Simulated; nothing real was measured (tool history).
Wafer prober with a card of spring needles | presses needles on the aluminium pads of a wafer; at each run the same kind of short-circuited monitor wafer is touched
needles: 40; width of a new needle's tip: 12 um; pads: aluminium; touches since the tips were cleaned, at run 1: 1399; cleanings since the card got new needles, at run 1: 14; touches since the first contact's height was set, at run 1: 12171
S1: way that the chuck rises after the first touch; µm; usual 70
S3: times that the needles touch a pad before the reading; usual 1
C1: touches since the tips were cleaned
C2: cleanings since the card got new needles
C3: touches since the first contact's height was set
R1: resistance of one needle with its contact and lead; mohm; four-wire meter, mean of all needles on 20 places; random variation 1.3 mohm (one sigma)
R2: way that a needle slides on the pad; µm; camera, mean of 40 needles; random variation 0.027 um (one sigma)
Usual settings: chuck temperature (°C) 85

run 1 hour=0 | S1=70 chuck_temperature_(°C)=85 S3=1 | C1=1399 C2=14 C3=12171 | R1=127 R2=14.4
run 2 hour=8.1 | S1=70 chuck_temperature_(°C)=85 S3=1 | C1=3480 C2=14 C3=14252 | R1=138 R2=14.39
-- hour=22.9 tips cleaned on abrasive film
run 3 hour=23.3 | S1=75 chuck_temperature_(°C)=85 S3=1 | C1=95 C2=15 C3=18145 | R1=112 R2=15.44
run 4 hour=29.7 | S1=75 chuck_temperature_(°C)=85 S3=1 | C1=1742 C2=15 C3=19792 | R1=131 R2=15.37
run 5 hour=45.1 | S1=70 chuck_temperature_(°C)=85 S3=2 | C1=5703 C2=15 C3=23753 | R1=134 R2=14.37
-- hour=50.9 tips cleaned on abrasive film
run 6 hour=54.1 | S1=70 chuck_temperature_(°C)=85 S3=2 | C1=811 C2=16 C3=26047 | R1=115 R2=14.38
run 7 hour=63 | S1=70 chuck_temperature_(°C)=85 S3=2 | C1=3104 C2=16 C3=28340 | R1=127 R2=14.34
run 8 hour=77.7 | S1=70 chuck_temperature_(°C)=85 S3=2 | C1=6911 C2=16 C3=32147 | R1=133 R2=14.36
-- hour=79.3 tips cleaned on abrasive film
run 9 hour=87.6 | S1=70 chuck_temperature_(°C)=85 S3=2 | C1=2140 C2=17 C3=34653 | R1=118 R2=14.31
run 10 hour=94.3 | S1=70 chuck_temperature_(°C)=85 S3=2 | C1=3872 C2=17 C3=36385 | R1=129 R2=14.33
run 11 hour=106.3 | S1=70 chuck_temperature_(°C)=85 S3=2 | C1=6975 C2=17 C3=39488 | R1=137 R2=14.32
-- hour=107.8 tips cleaned on abrasive film
run 12 hour=118.4 | S1=70 chuck_temperature_(°C)=85 S3=1 | C1=2711 C2=18 C3=42561 | R1=134 R2=14.26
run 13 hour=129.3 | S1=70 chuck_temperature_(°C)=85 S3=1 | C1=5540 C2=18 C3=45390 | R1=151 R2=14.35
-- hour=136 tips cleaned on abrasive film
run 14 hour=137 | S1=70 chuck_temperature_(°C)=89 S3=1 | C1=254 C2=19 C3=47342 | R1=112 R2=14.35
run 15 hour=145.5 | S1=70 chuck_temperature_(°C)=89 S3=1 | C1=2449 C2=19 C3=49537 | R1=131 R2=14.31
run 16 hour=159.5 | S1=70 chuck_temperature_(°C)=89 S3=2 | C1=6047 C2=19 C3=53135 | R1=132 R2=14.32
-- hour=165.3 tips cleaned on abrasive film
run 17 hour=166.8 | S1=70 chuck_temperature_(°C)=29 S3=1 | C1=383 C2=20 C3=54980 | R1=110 R2=14.32
run 18 hour=178 | S1=70 chuck_temperature_(°C)=82 S3=2 | C1=3268 C2=20 C3=57865 | R1=125 R2=14.28
run 19 hour=191.4 | S1=81 chuck_temperature_(°C)=85 S3=1 | C1=6741 C2=20 C3=61338 | R1=156 R2=16.58
-- hour=193.4 tips cleaned on abrasive film
run 20 hour=200.5 | S1=74 chuck_temperature_(°C)=26 S3=1 | C1=1821 C2=21 C3=63647 | R1=122 R2=15.11
run 21 hour=214.6 | S1=74 chuck_temperature_(°C)=26 S3=1 | C1=5448 C2=21 C3=67274 | R1=143 R2=15.12
-- hour=222.1 tips cleaned on abrasive film
run 22 hour=224.4 | S1=56 chuck_temperature_(°C)=85 S3=1 | C1=604 C2=22 C3=69783 | R1=122 R2=11.33
run 23 hour=237.9 | S1=90 chuck_temperature_(°C)=64 S3=3 | C1=4080 C2=22 C3=73259 | R1=117 R2=18.39
run 24 hour=249.2 | S1=58 chuck_temperature_(°C)=30 S3=3 | C1=6980 C2=22 C3=76159 | R1=124 R2=11.8
-- hour=250.5 tips cleaned on abrasive film
run 25 hour=256.5 | S1=58 chuck_temperature_(°C)=30 S3=3 | C1=1538 C2=23 C3=78022 | R1=109 R2=11.81
run 26 hour=264.4 | S1=90 chuck_temperature_(°C)=98 S3=1 | C1=3569 C2=23 C3=80053 | R1=140 R2=18.29
run 27 hour=271.8 | S1=90 chuck_temperature_(°C)=98 S3=1 | C1=5487 C2=23 C3=81971 | R1=147 R2=18.33
-- hour=278.8 tips cleaned on abrasive film
run 28 hour=283.8 | S1=76 chuck_temperature_(°C)=44 S3=1 | C1=1276 C2=24 C3=85020 | R1=115 R2=15.38
run 29 hour=299.6 | S1=85 chuck_temperature_(°C)=71 S3=2 | C1=5354 C2=24 C3=89098 | R1=126 R2=17.32
-- hour=306.9 tips cleaned on abrasive film
run 30 hour=309.8 | S1=63 chuck_temperature_(°C)=85 S3=2 | C1=735 C2=25 C3=91698 | R1=114 R2=12.81
run 31 hour=324.7 | S1=57 chuck_temperature_(°C)=85 S3=1 | C1=4575 C2=25 C3=95538 | R1=158 R2=11.53
-- hour=335.2 tips cleaned on abrasive film
run 32 hour=339 | S1=52 chuck_temperature_(°C)=45 S3=2 | C1=989 C2=26 C3=99206 | R1=118 R2=10.46
run 33 hour=354.5 | S1=52 chuck_temperature_(°C)=45 S3=2 | C1=4959 C2=26 C3=103176 | R1=144 R2=10.52
-- hour=364.1 tips cleaned on abrasive film
-- hour=365.7 height of the first contact set anew
run 34 hour=365.7 | S1=71 chuck_temperature_(°C)=34 S3=3 | C1=336 C2=27 C3=11 | R1=104 R2=14.59

Forecast each of these 5 alternatives for the next run:
run A hour=375.8 | S1=84 chuck_temperature_(°C)=27 S3=2 | C1=2940 C2=27 C3=2615 | R1=? R2=?
run B hour=375.8 | S1=58 chuck_temperature_(°C)=96 S3=1 | C1=2940 C2=27 C3=2615 | R1=? R2=?
run C hour=375.8 | S1=90 chuck_temperature_(°C)=36 S3=2 | C1=2940 C2=27 C3=2615 | R1=? R2=?
run D hour=375.8 | S1=74 chuck_temperature_(°C)=85 S3=1 | C1=2940 C2=27 C3=2615 | R1=? R2=?
run E hour=375.8 | S1=56 chuck_temperature_(°C)=29 S3=3 | C1=2940 C2=27 C3=2615 | R1=? R2=?

run=A R1=116 R2=17.31
run=B R1=146 R2=11.99
run=C R1=119 R2=18.57
run=D R1=138 R2=15.31
run=E R1=116 R2=11.58
Without the tool's hidden state the same runs would have given:
run=A R1=98 R2=17.31
run=B R1=108 R2=11.99
run=C R1=101 R2=18.57
run=D R1=107 R2=15.31
run=E R1=99 R2=11.58

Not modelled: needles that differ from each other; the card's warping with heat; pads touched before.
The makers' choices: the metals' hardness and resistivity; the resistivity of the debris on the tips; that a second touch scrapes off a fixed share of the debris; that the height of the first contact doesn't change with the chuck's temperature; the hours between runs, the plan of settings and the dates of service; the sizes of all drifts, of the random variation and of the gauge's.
